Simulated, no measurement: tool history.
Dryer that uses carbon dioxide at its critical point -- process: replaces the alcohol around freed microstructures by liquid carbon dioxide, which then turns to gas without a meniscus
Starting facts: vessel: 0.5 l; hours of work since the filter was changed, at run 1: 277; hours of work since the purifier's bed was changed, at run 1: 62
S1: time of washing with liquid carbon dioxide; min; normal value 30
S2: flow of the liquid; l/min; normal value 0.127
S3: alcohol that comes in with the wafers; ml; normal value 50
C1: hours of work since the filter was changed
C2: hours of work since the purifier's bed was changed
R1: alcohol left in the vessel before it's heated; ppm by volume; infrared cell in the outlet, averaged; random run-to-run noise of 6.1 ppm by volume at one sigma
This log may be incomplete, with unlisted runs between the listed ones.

run   hour  S1     S2   S3   C1   C2    R1
  1      0  30  0.127   50  277   62   534
  2   13.2  30    0.1   50  282   67  1723
  3   34.4  30  0.127   38  289   75   449
  4   52.6  30  0.127   38  296   81   451
  5   66.8  30  0.127   49  301   86   579
  6   89.3  30  0.127   49  309   95   594
       112  -- inlet filter changed
  7  112.7  30  0.127   50    0  103   262
  8  134.6  30  0.127   50    8  111   270
  9  156.2  30  0.127   50   16  119   273
 10  177.5  30  0.127   50   24  126   280
 11  190.2  26  0.127   50   28  131   602
 12  206.2  26  0.127   50   34  137   614
 13  218.5  26  0.127   50   39  141   607
 14  239.4  26  0.127   50   46  149   631
 15  262.2  26  0.127   50   54  157   655
 16  271.7  26  0.127   50   58  160   641
 17  286.9  26  0.127   50   63  166   646
 18  307.1  26  0.106   50   71  173  1567
 19  326.6  26  0.106   50   78  180  1554
 20  342.5  26  0.106   50   84  186  1573
 21  353.4  26  0.106   50   88  190  1619
 22    374  40  0.127   50   95  198   102
 23  388.5  40  0.127   50  100  203    99
 24  408.5  30  0.205   50  108  210    64
 25  422.4  21  0.127   50  113  215  1890
 26  443.2  43  0.087   35  120  223   340
 27  459.3  40  0.099   26  126  229   218
 28  470.7  40  0.161   26  130  233    68
 29  492.1  30  0.127   66  138  240   534
 30  504.1  22  0.127   60  142  245  2010
 31  522.1  30  0.138   64  149  251   347
 32  543.8  30  0.194  107  157  259   101
 33    561  30  0.194  107  163  265   107
 34  576.2  30  0.194   51  168  271    88
 35  592.3  30  0.194   51  174  277    87
 36  607.3  30  0.165   36  180  282   128
 37    627  19  0.082   43  187  289  9366
 38  637.3  22  0.127   53  191  293  1965
 39  649.1  22  0.127   53  195  297  2031
 40    665  30  0.189   50  201  303   111
 41  684.9  31  0.189   57  208  310   102
 42    706  31  0.189   57  216  318   100
 43  715.4  31  0.145   57  219  321   284
 44  726.6  32  0.136   48  223  326   284
 45  742.1  32  0.136   52  229  331   299
 46  754.6  31  0.163   94  233  336   224
 47  765.4  19  0.077   24  237  340  6498
 48  788.1  41  0.077   24  245  348   731

Some steps in R1, run to run, broken into two amounts with sign: the step expected even without the hidden condition (settings, incoming material, random variation), and the rest, left for the hidden condition together with whatever gauge scatter is not in both the measured and the hidden-condition-free result:
Hidden state at play: flow that reaches the vessel past the clogged filter, %; alcohol in the recycled carbon dioxide, ppm; drift of the gauge itself on alcohol_ppm, %.
Run 36 -> 37: S1 30 -> 19, S2 0.165 -> 0.082, S3 36 -> 43. R1 +9238 ppm by volume: hidden state +1957, all else +7281.
Run 37 -> 38: S1 19 -> 22, S2 0.082 -> 0.127, S3 43 -> 53. R1 -7401 ppm by volume: hidden state -1300, all else -6101.
Run 46 -> 47: S1 31 -> 19, S2 0.163 -> 0.077, S3 94 -> 24. R1 +6274 ppm by volume: hidden state +1496, all else +4778.
